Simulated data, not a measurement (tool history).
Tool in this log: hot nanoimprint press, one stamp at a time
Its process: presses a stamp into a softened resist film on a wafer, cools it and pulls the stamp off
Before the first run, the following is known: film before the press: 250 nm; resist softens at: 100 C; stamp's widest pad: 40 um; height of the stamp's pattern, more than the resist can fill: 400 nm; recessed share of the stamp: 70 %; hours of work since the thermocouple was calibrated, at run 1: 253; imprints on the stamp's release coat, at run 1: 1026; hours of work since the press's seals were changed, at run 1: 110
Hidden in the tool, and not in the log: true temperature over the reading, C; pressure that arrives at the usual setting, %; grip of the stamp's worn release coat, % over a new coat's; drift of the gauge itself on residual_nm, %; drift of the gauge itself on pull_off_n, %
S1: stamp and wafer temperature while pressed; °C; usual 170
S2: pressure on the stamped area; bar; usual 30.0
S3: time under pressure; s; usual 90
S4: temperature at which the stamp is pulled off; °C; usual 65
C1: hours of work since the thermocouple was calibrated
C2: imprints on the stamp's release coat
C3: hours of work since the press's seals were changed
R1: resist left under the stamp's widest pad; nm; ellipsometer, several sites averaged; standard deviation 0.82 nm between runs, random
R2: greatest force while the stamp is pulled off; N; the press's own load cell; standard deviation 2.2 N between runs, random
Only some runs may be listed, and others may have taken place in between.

| run | day | S1 | S2 | S3 | S4 | C1 | C2 | C3 | R1 | R2 |
|---|---|---|---|---|---|---|---|---|---|---|
| 1 | 0.000 | 170 | 30.0 | 90 | 65 | 253 | 1026 | 110 | 114.5 | 148 |
| 2 | 0.621 | 170 | 30.0 | 90 | 65 | 264 | 1094 | 121 | 116.1 | 151 |
| 3 | 1.317 | 170 | 35.0 | 90 | 65 | 277 | 1169 | 134 | 106.4 | 153 |
| 4 | 2.504 | 170 | 24.4 | 90 | 65 | 299 | 1298 | 156 | 127.3 | 166 |
| 5 | 3.546 | 170 | 18.2 | 90 | 65 | 319 | 1411 | 176 | 147.5 | 175 |
| 6 | 4.767 | 170 | 18.2 | 90 | 65 | 341 | 1544 | 198 | 145.2 | 174 |
|  | 5.121 | stamp cleaned and given a new release coat |
| 7 | 6.096 | 170 | 30.0 | 90 | 64 | 362 | 106 | 218 | 117.0 | 105 |
| 8 | 6.954 | 170 | 30.0 | 90 | 64 | 378 | 199 | 235 | 118.4 | 111 |
| 9 | 7.508 | 170 | 30.0 | 90 | 65 | 388 | 259 | 245 | 118.6 | 116 |
| 10 | 8.804 | 170 | 30.0 | 90 | 65 | 412 | 400 | 269 | 117.9 | 116 |
| 11 | 9.875 | 170 | 30.0 | 90 | 65 | 432 | 516 | 289 | 119.3 | 122 |
| 12 | 10.608 | 167 | 29.8 | 90 | 65 | 446 | 596 | 303 | 136.5 | 128 |
| 13 | 11.825 | 167 | 29.8 | 81 | 71 | 468 | 728 | 325 | 143.3 | 125 |
| 14 | 12.471 | 167 | 29.8 | 81 | 71 | 480 | 798 | 337 | 143.4 | 121 |
| 15 | 13.554 | 167 | 29.8 | 107 | 71 | 500 | 915 | 357 | 132.6 | 126 |
|  | 14.221 | plate thermocouple calibrated |
| 16 | 14.929 | 170 | 30.0 | 66 | 65 | 13 | 1051 | 381 | 123.3 | 147 |
| 17 | 16.129 | 170 | 30.0 | 66 | 56 | 36 | 1181 | 403 | 124.2 | 182 |
| 18 | 17.404 | 170 | 30.0 | 66 | 56 | 59 | 1320 | 427 | 124.3 | 187 |
| 19 | 18.146 | 161 | 26.3 | 90 | 71 | 73 | 1400 | 441 | 178.1 | 150 |
| 20 | 19.421 | 174 | 26.3 | 90 | 71 | 97 | 1539 | 464 | 98.9 | 149 |
|  | 19.862 | stamp cleaned and given a new release coat |
| 21 | 20.771 | 170 | 18.2 | 90 | 59 | 117 | 99 | 485 | 141.5 | 111 |

Some steps in R1 between neighbouring runs. How much of each would the tool show without its hidden state too (settings, what came in, random variation), and how much is left for the hidden state, with any gauge scatter that isn't in both results?
Run 11 -> 12: S1 170 -> 167, S2 30.0 -> 29.8. R1 +17.2 nm: hidden state +1.6, all else +15.6.
Run 15 -> 16: S1 167 -> 170, S2 29.8 -> 30.0, S3 107 -> 66, S4 71 -> 65, plate thermocouple calibrated. R1 -9.3 nm: hidden state -11.1, all else +1.8.
Run 18 -> 19: S1 170 -> 161, S2 30.0 -> 26.3, S3 66 -> 90, S4 56 -> 71. R1 +53.8 nm: hidden state +0.4, all else +53.4.
Run 19 -> 20: S1 161 -> 174. R1 -79.2 nm: hidden state -0.6, all else -78.6.

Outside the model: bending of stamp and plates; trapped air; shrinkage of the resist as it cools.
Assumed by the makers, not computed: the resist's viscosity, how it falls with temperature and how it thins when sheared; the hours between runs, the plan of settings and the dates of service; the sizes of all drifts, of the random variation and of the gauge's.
